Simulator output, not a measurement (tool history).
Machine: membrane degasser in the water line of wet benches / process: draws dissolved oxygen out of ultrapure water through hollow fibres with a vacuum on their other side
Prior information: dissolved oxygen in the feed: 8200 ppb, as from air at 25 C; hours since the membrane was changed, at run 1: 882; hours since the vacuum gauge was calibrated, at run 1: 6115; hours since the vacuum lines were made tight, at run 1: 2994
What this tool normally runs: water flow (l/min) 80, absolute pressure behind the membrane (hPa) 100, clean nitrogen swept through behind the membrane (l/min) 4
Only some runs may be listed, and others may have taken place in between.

| run | hour | water flow (l/min) | absolute pressure behind the membrane (hPa) | clean nitrogen swept through behind the membrane (l/min) | hours since the membrane was changed | hours since the vacuum gauge was calibrated | hours since the vacuum lines were made tight | dissolved oxygen in the water behind the degasser (ppb) | pressure that the water loses in the fibres (hPa) |
|---|---|---|---|---|---|---|---|---|---|
| 1 | 0 | 80 | 100 | 4 | 882 | 6115 | 2994 | 346.7 | 521.2 |
| 2 | 175 | 80 | 100 | 4 | 1057 | 6290 | 3169 | 351.3 | 521.9 |
| 3 | 462.6 | 80 | 144 | 4 | 1344 | 6577 | 3456 | 532.2 | 520.5 |
|  | 525.3 | vacuum gauge calibrated |
| 4 | 818.4 | 80 | 100 | 4 | 1700 | 293 | 3812 | 341.3 | 520.4 |
| 5 | 1057.1 | 80 | 100 | 2.53 | 1938 | 532 | 4050 | 486.9 | 524.4 |
| 6 | 1292 | 80 | 100 | 2.53 | 2173 | 767 | 4285 | 483.5 | 522.7 |
| 7 | 1440.4 | 80 | 100 | 7.4 | 2322 | 915 | 4434 | 221.4 | 525.4 |
|  | 1523.7 | seals of the vacuum lines changed |
| 8 | 1587.7 | 80 | 157 | 4 | 2467 | 1060 | 64 | 587.7 | 527.6 |
| 9 | 1896.1 | 80 | 247 | 4 | 2775 | 1369 | 372 | 907 | 527.5 |
| 10 | 2224.4 | 80 | 247 | 4 | 3104 | 1697 | 701 | 921.7 | 524.7 |
| 11 | 2582.1 | 80 | 100 | 4 | 3461 | 2055 | 1058 | 351 | 534 |
| 12 | 2792.3 | 80 | 100 | 4 | 3672 | 2265 | 1269 | 350 | 526.5 |
| 13 | 3148.6 | 80 | 100 | 4 | 4028 | 2621 | 1625 | 351.1 | 529.4 |
| 14 | 3362.3 | 80 | 100 | 3.42 | 4242 | 2835 | 1839 | 392 | 530 |
| 15 | 3529.1 | 94 | 100 | 3.42 | 4408 | 3002 | 2005 | 471.1 | 625.5 |
| 16 | 3773.6 | 94 | 100 | 3.42 | 4653 | 3246 | 2250 | 473.5 | 625.8 |
| 17 | 4013 | 94 | 100 | 3.42 | 4892 | 3486 | 2489 | 474.4 | 626 |
| 18 | 4329.9 | 80 | 125 | 4 | 5209 | 3803 | 2806 | 455.7 | 540.1 |
| 19 | 4675.3 | 128 | 125 | 11.42 | 5555 | 4148 | 3152 | 419.2 | 860 |
| 20 | 5017 | 108 | 95 | 11.42 | 5896 | 4490 | 3493 | 276.3 | 731 |
| 21 | 5303.4 | 108 | 95 | 11.42 | 6183 | 4776 | 3780 | 269.9 | 730.4 |
| 22 | 5568.5 | 57 | 147 | 9.18 | 6448 | 5041 | 4045 | 196.1 | 382.9 |
| 23 | 5761.4 | 57 | 147 | 9.18 | 6641 | 5234 | 4238 | 197.8 | 388.1 |
|  | 6049 | seals of the vacuum lines changed |
| 24 | 6086.3 | 115 | 147 | 2.54 | 6964 | 5557 | 37 | 1065.8 | 779.7 |
| 25 | 6303.9 | 62 | 100 | 3.42 | 7181 | 5775 | 255 | 308.7 | 420.5 |

Run 26 has not been measured yet. What should we expect?
| 26 | 6520.6 | 62 | 100 | 3.42 | 7398 | 5991 | 472 | ? | ? |

{"run 26": {"dissolved oxygen in the water behind the degasser (ppb)": 302.9, "pressure that the water loses in the fibres (hPa)": 425.7}}
Had the tool carried no hidden state, the very same run would have given dissolved oxygen in the water behind the degasser (ppb) 288.3, pressure that the water loses in the fibres (hPa) 402.9.

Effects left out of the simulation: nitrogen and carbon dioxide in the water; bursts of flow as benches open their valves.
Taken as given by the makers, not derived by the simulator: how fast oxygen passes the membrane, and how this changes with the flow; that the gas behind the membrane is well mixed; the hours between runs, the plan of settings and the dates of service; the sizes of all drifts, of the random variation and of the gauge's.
